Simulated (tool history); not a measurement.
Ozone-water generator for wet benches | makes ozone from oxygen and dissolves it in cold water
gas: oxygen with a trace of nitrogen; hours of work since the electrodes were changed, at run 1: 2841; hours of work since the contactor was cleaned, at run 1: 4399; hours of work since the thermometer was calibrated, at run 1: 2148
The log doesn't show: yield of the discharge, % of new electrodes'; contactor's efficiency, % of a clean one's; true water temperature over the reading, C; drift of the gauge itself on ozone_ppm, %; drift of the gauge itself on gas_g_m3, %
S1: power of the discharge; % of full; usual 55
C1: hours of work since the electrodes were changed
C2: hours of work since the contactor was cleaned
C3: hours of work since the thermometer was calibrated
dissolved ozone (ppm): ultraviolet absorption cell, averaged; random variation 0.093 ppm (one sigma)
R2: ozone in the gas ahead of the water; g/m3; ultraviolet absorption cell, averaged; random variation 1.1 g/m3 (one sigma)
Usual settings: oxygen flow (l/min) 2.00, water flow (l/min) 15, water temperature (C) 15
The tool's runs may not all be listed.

{"run": 1, "hour": 0.0, "S1": 55, "oxygen flow (l/min)": 2.0, "water flow (l/min)": 15, "water temperature (C)": 15, "C1": 2841, "C2": 4399, "C3": 2148, "dissolved ozone (ppm)": 10.85, "R2": 187.7}
{"run": 2, "hour": 118.2, "S1": 55, "oxygen flow (l/min)": 2.0, "water flow (l/min)": 15, "water temperature (C)": 15, "C1": 2916, "C2": 4474, "C3": 2223, "dissolved ozone (ppm)": 10.88, "R2": 188.9}
{"run": 3, "hour": 197.0, "S1": 55, "oxygen flow (l/min)": 2.0, "water flow (l/min)": 15, "water temperature (C)": 15, "C1": 2966, "C2": 4524, "C3": 2273, "dissolved ozone (ppm)": 10.79, "R2": 187.3}
{"run": 4, "hour": 317.8, "S1": 55, "oxygen flow (l/min)": 2.0, "water flow (l/min)": 15, "water temperature (C)": 15, "C1": 3042, "C2": 4601, "C3": 2349, "dissolved ozone (ppm)": 10.85, "R2": 186.7}
{"run": 5, "hour": 431.4, "S1": 55, "oxygen flow (l/min)": 2.0, "water flow (l/min)": 15, "water temperature (C)": 15, "C1": 3114, "C2": 4673, "C3": 2422, "dissolved ozone (ppm)": 10.94, "R2": 187.7}
{"run": 6, "hour": 495.1, "S1": 55, "oxygen flow (l/min)": 2.0, "water flow (l/min)": 15, "water temperature (C)": 15, "C1": 3155, "C2": 4713, "C3": 2462, "dissolved ozone (ppm)": 10.95, "R2": 186.7}
{"run": 7, "hour": 557.7, "S1": 55, "oxygen flow (l/min)": 1.14, "water flow (l/min)": 15, "water temperature (C)": 15, "C1": 3194, "C2": 4753, "C3": 2502, "dissolved ozone (ppm)": 9.94, "R2": 262.2}
{"run": 8, "hour": 652.7, "S1": 55, "oxygen flow (l/min)": 1.14, "water flow (l/min)": 15, "water temperature (C)": 15, "C1": 3255, "C2": 4813, "C3": 2562, "dissolved ozone (ppm)": 9.99, "R2": 260.4}
{"run": 9, "hour": 712.1, "S1": 45, "oxygen flow (l/min)": 1.14, "water flow (l/min)": 15, "water temperature (C)": 15, "C1": 3292, "C2": 4851, "C3": 2600, "dissolved ozone (ppm)": 8.94, "R2": 237.9}
{"run": 10, "hour": 771.5, "S1": 55, "oxygen flow (l/min)": 2.0, "water flow (l/min)": 15, "water temperature (C)": 18, "C1": 3330, "C2": 4889, "C3": 2637, "dissolved ozone (ppm)": 10.66, "R2": 188.0}
{"run": 11, "hour": 868.3, "S1": 64, "oxygen flow (l/min)": 2.0, "water flow (l/min)": 15, "water temperature (C)": 15, "C1": 3391, "C2": 4950, "C3": 2699, "dissolved ozone (ppm)": 11.65, "R2": 202.0}
{"run": 12, "hour": 987.5, "S1": 55, "oxygen flow (l/min)": 2.0, "water flow (l/min)": 15, "water temperature (C)": 15, "C1": 3467, "C2": 5026, "C3": 2774, "dissolved ozone (ppm)": 10.83, "R2": 186.9}
{"run": 13, "hour": 1098.7, "S1": 55, "oxygen flow (l/min)": 2.0, "water flow (l/min)": 15, "water temperature (C)": 7, "C1": 3538, "C2": 5096, "C3": 2845, "dissolved ozone (ppm)": 11.55, "R2": 186.1}
{"run": 14, "hour": 1152.0, "S1": 55, "oxygen flow (l/min)": 2.0, "water flow (l/min)": 15, "water temperature (C)": 20, "C1": 3571, "C2": 5130, "C3": 2879, "dissolved ozone (ppm)": 10.42, "R2": 186.4}
{"run": 15, "hour": 1217.9, "S1": 54, "oxygen flow (l/min)": 2.0, "water flow (l/min)": 20, "water temperature (C)": 7, "C1": 3613, "C2": 5172, "C3": 2920, "dissolved ozone (ppm)": 7.95, "R2": 184.3}
{"run": 16, "hour": 1267.2, "S1": 55, "oxygen flow (l/min)": 1.79, "water flow (l/min)": 10, "water temperature (C)": 12, "C1": 3644, "C2": 5203, "C3": 2952, "dissolved ozone (ppm)": 17.76, "R2": 199.0}
{"hour": 1377.8, "done": "water thermometer calibrated"}
{"run": 17, "hour": 1381.1, "S1": 54, "oxygen flow (l/min)": 1.79, "water flow (l/min)": 10, "water temperature (C)": 12, "C1": 3716, "C2": 5275, "C3": 2, "dissolved ozone (ppm)": 17.37, "R2": 198.7}
{"run": 18, "hour": 1478.9, "S1": 70, "oxygen flow (l/min)": 2.55, "water flow (l/min)": 11, "water temperature (C)": 22, "C1": 3779, "C2": 5337, "C3": 64, "dissolved ozone (ppm)": 16.12, "R2": 181.6}
{"run": 19, "hour": 1532.1, "S1": 55, "oxygen flow (l/min)": 2.9, "water flow (l/min)": 18, "water temperature (C)": 15, "C1": 3812, "C2": 5371, "C3": 98, "dissolved ozone (ppm)": 9.05, "R2": 150.6}
{"run": 20, "hour": 1613.0, "S1": 55, "oxygen flow (l/min)": 2.9, "water flow (l/min)": 18, "water temperature (C)": 15, "C1": 3864, "C2": 5422, "C3": 149, "dissolved ozone (ppm)": 9.22, "R2": 149.5}
{"run": 21, "hour": 1720.2, "S1": 55, "oxygen flow (l/min)": 2.9, "water flow (l/min)": 18, "water temperature (C)": 15, "C1": 3932, "C2": 5490, "C3": 217, "dissolved ozone (ppm)": 9.12, "R2": 148.2}
{"run": 22, "hour": 1808.5, "S1": 87, "oxygen flow (l/min)": 2.9, "water flow (l/min)": 22, "water temperature (C)": 15, "C1": 3988, "C2": 5546, "C3": 273, "dissolved ozone (ppm)": 8.89, "R2": 185.8}
{"run": 23, "hour": 1901.5, "S1": 87, "oxygen flow (l/min)": 2.9, "water flow (l/min)": 22, "water temperature (C)": 15, "C1": 4047, "C2": 5605, "C3": 332, "dissolved ozone (ppm)": 9.06, "R2": 185.7}
{"run": 24, "hour": 2001.1, "S1": 88, "oxygen flow (l/min)": 2.0, "water flow (l/min)": 15, "water temperature (C)": 15, "C1": 4110, "C2": 5668, "C3": 395, "dissolved ozone (ppm)": 13.89, "R2": 234.7}
{"run": 25, "hour": 2050.4, "S1": 42, "oxygen flow (l/min)": 2.14, "water flow (l/min)": 15, "water temperature (C)": 17, "C1": 4141, "C2": 5700, "C3": 427, "dissolved ozone (ppm)": 9.42, "R2": 154.1}
{"run": 26, "hour": 2134.4, "S1": 97, "oxygen flow (l/min)": 2.14, "water flow (l/min)": 15, "water temperature (C)": 9, "C1": 4194, "C2": 5753, "C3": 480, "dissolved ozone (ppm)": 15.55, "R2": 236.3}
{"run": 27, "hour": 2252.4, "S1": 42, "oxygen flow (l/min)": 3.1, "water flow (l/min)": 15, "water temperature (C)": 13, "C1": 4269, "C2": 5828, "C3": 555, "dissolved ozone (ppm)": 9.95, "R2": 122.4}

3 ways to go on from here, each from the tool as it stands after run 27. What would each give?
{"run": "A", "hour": 2318.3, "S1": 42, "oxygen flow (l/min)": 2.13, "water flow (l/min)": 15, "water temperature (C)": 13, "C1": 4311, "C2": 5870, "C3": 597, "dissolved ozone (ppm)": "?", "R2": "?"}
{"run": "B", "hour": 2318.3, "S1": 54, "oxygen flow (l/min)": 3.1, "water flow (l/min)": 15, "water temperature (C)": 13, "C1": 4311, "C2": 5870, "C3": 597, "dissolved ozone (ppm)": "?", "R2": "?"}
{"run": "C", "hour": 2318.3, "S1": 55, "oxygen flow (l/min)": 2.0, "water flow (l/min)": 14, "water temperature (C)": 15, "C1": 4311, "C2": 5870, "C3": 597, "dissolved ozone (ppm)": "?", "R2": "?"}

run=A dissolved_ozone_(ppm)=9.73 R2=155.0
run=B dissolved_ozone_(ppm)=11.62 R2=141.3
run=C dissolved_ozone_(ppm)=11.90 R2=182.4
Without the tool's hidden state the same runs would have given:
run=A dissolved_ozone_(ppm)=9.75 R2=158.6
run=B dissolved_ozone_(ppm)=11.64 R2=144.6
run=C dissolved_ozone_(ppm)=11.92 R2=186.6
